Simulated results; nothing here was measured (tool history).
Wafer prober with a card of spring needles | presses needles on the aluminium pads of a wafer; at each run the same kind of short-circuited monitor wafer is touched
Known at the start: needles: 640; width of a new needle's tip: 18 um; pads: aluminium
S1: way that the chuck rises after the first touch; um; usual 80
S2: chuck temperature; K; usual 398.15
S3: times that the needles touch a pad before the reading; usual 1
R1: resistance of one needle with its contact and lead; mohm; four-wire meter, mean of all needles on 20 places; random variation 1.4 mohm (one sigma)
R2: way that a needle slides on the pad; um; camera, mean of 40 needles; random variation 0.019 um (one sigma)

run	day	S1	S2	S3	R1	R2
1	0	80	398.15	1	118	21.87
# day 0.483: tips cleaned on abrasive film
2	1.104	97	398.15	1	117	26.54
# day 1.175: tips cleaned on abrasive film
# day 1.638: height of the first contact set anew
# day 1.896: tips cleaned on abrasive film
3	1.929	80	398.15	1	120	21.91
# day 2.575: tips cleaned on abrasive film
4	2.633	80	398.15	1	122	21.9
# day 3.229: tips cleaned on abrasive film
# day 3.933: tips cleaned on abrasive film
5	4.029	80	398.15	1	118	21.94
# day 4.667: tips cleaned on abrasive film
6	5.092	80	398.15	1	118	21.93
# day 5.338: tips cleaned on abrasive film
# day 5.983: tips cleaned on abrasive film
# day 6.183: height of the first contact set anew
7	6.462	80	398.15	1	119	22.01
# day 6.65: tips cleaned on abrasive film
8	7.258	80	398.15	1	120	22.03
# day 7.379: tips cleaned on abrasive film
9	7.954	80	300.15	1	104	22.05
# day 8.054: tips cleaned on abrasive film
# day 8.725: tips cleaned on abrasive film
10	9.058	80	381.15	1	119	22.06
# day 9.396: tips cleaned on abrasive film
11	9.758	63	302.15	1	110	17.43
# day 10.108: tips cleaned on abrasive film
# day 10.775: tips cleaned on abrasive film
# day 10.788: height of the first contact set anew
12	11.246	80	299.15	1	108	22.11
# day 11.438: tips cleaned on abrasive film
# day 12.133: tips cleaned on abrasive film
13	12.462	83	339.15	2	113	23
# day 12.854: tips cleaned on abrasive film
# day 13.583: tips cleaned on abrasive film
14	14.012	83	339.15	2	112	23.01
# day 14.238: tips cleaned on abrasive film
15	14.688	83	339.15	2	113	23.1
# day 14.888: tips cleaned on abrasive film
# day 15.371: height of the first contact set anew
# day 15.638: tips cleaned on abrasive film
16	15.708	97	358.15	1	113	27.03
# day 16.304: tips cleaned on abrasive film
# day 17.029: tips cleaned on abrasive film
17	17.183	91	398.15	1	118	25.36

4 ways to go on from here, each from the tool as it stands after run 17. What would each give?
# day 17.5: gauge calibrated
# day 17.725: tips cleaned on abrasive film
A	17.875	78	398.15	1	?	?
# day 17.5: gauge calibrated
# day 17.725: tips cleaned on abrasive film
B	17.875	91	318.15	2	?	?
# day 17.5: gauge calibrated
# day 17.725: tips cleaned on abrasive film
C	17.875	96	398.15	1	?	?
# day 17.5: gauge calibrated
# day 17.725: tips cleaned on abrasive film
D	17.875	90	340.15	1	?	?

run	R1	R2
A	121	21.29
B	110	24.84
C	118	26.2
D	111	24.56
Without the tool's hidden state the same runs would have given:
run	R1	R2
A	121	21.28
B	110	24.83
C	117	26.18
D	111	24.55
